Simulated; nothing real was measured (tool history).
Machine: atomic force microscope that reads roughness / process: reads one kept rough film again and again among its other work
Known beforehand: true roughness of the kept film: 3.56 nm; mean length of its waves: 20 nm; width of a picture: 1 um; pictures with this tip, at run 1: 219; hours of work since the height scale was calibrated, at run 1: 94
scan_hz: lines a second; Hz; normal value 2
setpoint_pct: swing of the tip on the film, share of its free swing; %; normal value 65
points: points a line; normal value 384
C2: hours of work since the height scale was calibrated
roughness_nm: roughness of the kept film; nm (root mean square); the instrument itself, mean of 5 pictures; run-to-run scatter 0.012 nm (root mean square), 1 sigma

run 1 hour=0 | scan_hz=2 setpoint_pct=65 points=384 | pictures_with_this_tip=219 C2=94 | roughness_nm=1.995
run 2 hour=16.3 | scan_hz=2 setpoint_pct=65 points=384 | pictures_with_this_tip=241 C2=101 | roughness_nm=1.943
-- hour=22.6 new tip fitted
run 3 hour=25.1 | scan_hz=2 setpoint_pct=65 points=384 | pictures_with_this_tip=4 C2=104 | roughness_nm=2.798
run 4 hour=36 | scan_hz=2 setpoint_pct=65 points=384 | pictures_with_this_tip=18 C2=109 | roughness_nm=2.733
run 5 hour=51.1 | scan_hz=1.01 setpoint_pct=65 points=384 | pictures_with_this_tip=38 C2=115 | roughness_nm=2.691
run 6 hour=68 | scan_hz=1.01 setpoint_pct=65 points=384 | pictures_with_this_tip=60 C2=122 | roughness_nm=2.566
run 7 hour=76.5 | scan_hz=1.01 setpoint_pct=65 points=384 | pictures_with_this_tip=71 C2=126 | roughness_nm=2.499
run 8 hour=83.9 | scan_hz=3.93 setpoint_pct=65 points=384 | pictures_with_this_tip=81 C2=129 | roughness_nm=2.298
run 9 hour=95.1 | scan_hz=3.93 setpoint_pct=65 points=384 | pictures_with_this_tip=96 C2=133 | roughness_nm=2.262
run 10 hour=102.3 | scan_hz=1.1 setpoint_pct=65 points=384 | pictures_with_this_tip=105 C2=136 | roughness_nm=2.384
run 11 hour=113.9 | scan_hz=1.1 setpoint_pct=65 points=384 | pictures_with_this_tip=120 C2=141 | roughness_nm=2.345
run 12 hour=130 | scan_hz=1.1 setpoint_pct=65 points=384 | pictures_with_this_tip=142 C2=148 | roughness_nm=2.231
run 13 hour=139.4 | scan_hz=2 setpoint_pct=65 points=384 | pictures_with_this_tip=154 C2=152 | roughness_nm=2.165
run 14 hour=151.5 | scan_hz=2 setpoint_pct=65 points=384 | pictures_with_this_tip=170 C2=157 | roughness_nm=2.13
run 15 hour=160.6 | scan_hz=2 setpoint_pct=65 points=384 | pictures_with_this_tip=182 C2=161 | roughness_nm=2.065
run 16 hour=170.5 | scan_hz=2 setpoint_pct=63 points=384 | pictures_with_this_tip=195 C2=165 | roughness_nm=2.045
run 17 hour=185.2 | scan_hz=2 setpoint_pct=63 points=384 | pictures_with_this_tip=214 C2=171 | roughness_nm=2
run 18 hour=192.1 | scan_hz=2 setpoint_pct=68 points=384 | pictures_with_this_tip=223 C2=174 | roughness_nm=1.936
run 19 hour=201 | scan_hz=2 setpoint_pct=68 points=384 | pictures_with_this_tip=235 C2=178 | roughness_nm=1.93
run 20 hour=209.1 | scan_hz=1.38 setpoint_pct=68 points=384 | pictures_with_this_tip=246 C2=181 | roughness_nm=1.927
-- hour=211.1 new tip fitted
run 21 hour=220.1 | scan_hz=1.38 setpoint_pct=68 points=384 | pictures_with_this_tip=11 C2=186 | roughness_nm=2.757
-- hour=222.5 height scale calibrated on a step standard
run 22 hour=237.2 | scan_hz=2 setpoint_pct=65 points=384 | pictures_with_this_tip=33 C2=6 | roughness_nm=2.628
run 23 hour=248.1 | scan_hz=1.9 setpoint_pct=65 points=384 | pictures_with_this_tip=47 C2=11 | roughness_nm=2.545
run 24 hour=261.8 | scan_hz=2 setpoint_pct=65 points=384 | pictures_with_this_tip=65 C2=16 | roughness_nm=2.484
-- hour=266.6 height scale calibrated on a step standard, once more
run 25 hour=278.7 | scan_hz=2 setpoint_pct=65 points=384 | pictures_with_this_tip=86 C2=5 | roughness_nm=2.408
run 26 hour=286.2 | scan_hz=2 setpoint_pct=65 points=378 | pictures_with_this_tip=96 C2=8 | roughness_nm=2.361
run 27 hour=300 | scan_hz=2 setpoint_pct=65 points=378 | pictures_with_this_tip=114 C2=14 | roughness_nm=2.303
run 28 hour=309.5 | scan_hz=1 setpoint_pct=58 points=384 | pictures_with_this_tip=126 C2=18 | roughness_nm=2.319
run 29 hour=316.4 | scan_hz=1 setpoint_pct=58 points=384 | pictures_with_this_tip=136 C2=21 | roughness_nm=2.285
run 30 hour=330.2 | scan_hz=1 setpoint_pct=58 points=384 | pictures_with_this_tip=154 C2=27 | roughness_nm=2.235
run 31 hour=339.1 | scan_hz=2.75 setpoint_pct=65 points=455 | pictures_with_this_tip=165 C2=30 | roughness_nm=2.097
run 32 hour=355.6 | scan_hz=2.75 setpoint_pct=65 points=455 | pictures_with_this_tip=187 C2=37 | roughness_nm=2.031
run 33 hour=366.2 | scan_hz=2.75 setpoint_pct=65 points=455 | pictures_with_this_tip=201 C2=42 | roughness_nm=1.982
run 34 hour=380.5 | scan_hz=2.75 setpoint_pct=65 points=455 | pictures_with_this_tip=220 C2=48 | roughness_nm=1.94
run 35 hour=394.7 | scan_hz=2.75 setpoint_pct=65 points=455 | pictures_with_this_tip=239 C2=54 | roughness_nm=1.894
-- hour=402.5 new tip fitted
run 36 hour=405.9 | scan_hz=2.75 setpoint_pct=65 points=302 | pictures_with_this_tip=5 C2=58 | roughness_nm=2.692
run 37 hour=422.4 | scan_hz=1.08 setpoint_pct=65 points=955 | pictures_with_this_tip=26 C2=65 | roughness_nm=2.791
run 38 hour=429.6 | scan_hz=0.59 setpoint_pct=66 points=310 | pictures_with_this_tip=36 C2=68 | roughness_nm=2.704
run 39 hour=441.2 | scan_hz=2.19 setpoint_pct=64 points=291 | pictures_with_this_tip=51 C2=73 | roughness_nm=2.523
run 40 hour=449.7 | scan_hz=2 setpoint_pct=61 points=987 | pictures_with_this_tip=62 C2=76 | roughness_nm=2.57
run 41 hour=464.6 | scan_hz=2 setpoint_pct=58 points=749 | pictures_with_this_tip=82 C2=83 | roughness_nm=2.505
run 42 hour=479.4 | scan_hz=0.54 setpoint_pct=66 points=985 | pictures_with_this_tip=101 C2=89 | roughness_nm=2.459
run 43 hour=487.7 | scan_hz=0.54 setpoint_pct=66 points=985 | pictures_with_this_tip=112 C2=92 | roughness_nm=2.425
run 44 hour=495.9 | scan_hz=0.54 setpoint_pct=66 points=985 | pictures_with_this_tip=123 C2=96 | roughness_nm=2.387
run 45 hour=510.1 | scan_hz=0.54 setpoint_pct=66 points=985 | pictures_with_this_tip=142 C2=102 | roughness_nm=2.32
run 46 hour=517.9 | scan_hz=0.6 setpoint_pct=60 points=384 | pictures_with_this_tip=152 C2=105 | roughness_nm=2.275
run 47 hour=528 | scan_hz=0.56 setpoint_pct=64 points=384 | pictures_with_this_tip=165 C2=109 | roughness_nm=2.204
run 48 hour=538.5 | scan_hz=2.37 setpoint_pct=65 points=384 | pictures_with_this_tip=179 C2=114 | roughness_nm=2.07
run 49 hour=548.6 | scan_hz=2 setpoint_pct=63 points=384 | pictures_with_this_tip=192 C2=118 | roughness_nm=2.058
run 50 hour=555.4 | scan_hz=2.38 setpoint_pct=74 points=296 | pictures_with_this_tip=201 C2=121 | roughness_nm=1.907
run 51 hour=564.4 | scan_hz=2.38 setpoint_pct=88 points=496 | pictures_with_this_tip=213 C2=124 | roughness_nm=1.75
run 52 hour=575.6 | scan_hz=2.23 setpoint_pct=65 points=306 | pictures_with_this_tip=228 C2=129 | roughness_nm=1.916

What would each run have given without the hidden state, its run-to-run variation left as it was?
Hidden conditions of the tool in this case: radius of the tip, nm; height scale over the true one, %; drift of the gauge itself on roughness_nm, %.
run=1 roughness_nm=2.842
run=2 roughness_nm=2.847
run=3 roughness_nm=2.836
run=4 roughness_nm=2.846
run=5 roughness_nm=2.913
run=6 roughness_nm=2.892
run=7 roughness_nm=2.875
run=8 roughness_nm=2.691
run=9 roughness_nm=2.716
run=10 roughness_nm=2.899
run=11 roughness_nm=2.912
run=12 roughness_nm=2.868
run=13 roughness_nm=2.836
run=14 roughness_nm=2.853
run=15 roughness_nm=2.823
run=16 roughness_nm=2.84
run=17 roughness_nm=2.846
run=18 roughness_nm=2.792
run=19 roughness_nm=2.823
run=20 roughness_nm=2.854
run=21 roughness_nm=2.852
run=22 roughness_nm=2.839
run=23 roughness_nm=2.822
run=24 roughness_nm=2.841
run=25 roughness_nm=2.84
run=26 roughness_nm=2.828
run=27 roughness_nm=2.842
run=28 roughness_nm=2.914
run=29 roughness_nm=2.918
run=30 roughness_nm=2.934
run=31 roughness_nm=2.798
run=32 roughness_nm=2.802
run=33 roughness_nm=2.788
run=34 roughness_nm=2.797
run=35 roughness_nm=2.798
run=36 roughness_nm=2.737
run=37 roughness_nm=2.947
run=38 roughness_nm=2.912
run=39 roughness_nm=2.797
run=40 roughness_nm=2.905
run=41 roughness_nm=2.932
run=42 roughness_nm=2.968
run=43 roughness_nm=2.976
run=44 roughness_nm=2.982
run=45 roughness_nm=2.976
run=46 roughness_nm=2.958
run=47 roughness_nm=2.921
run=48 roughness_nm=2.804
run=49 roughness_nm=2.842
run=50 roughness_nm=2.668
run=51 roughness_nm=2.491
run=52 roughness_nm=2.79

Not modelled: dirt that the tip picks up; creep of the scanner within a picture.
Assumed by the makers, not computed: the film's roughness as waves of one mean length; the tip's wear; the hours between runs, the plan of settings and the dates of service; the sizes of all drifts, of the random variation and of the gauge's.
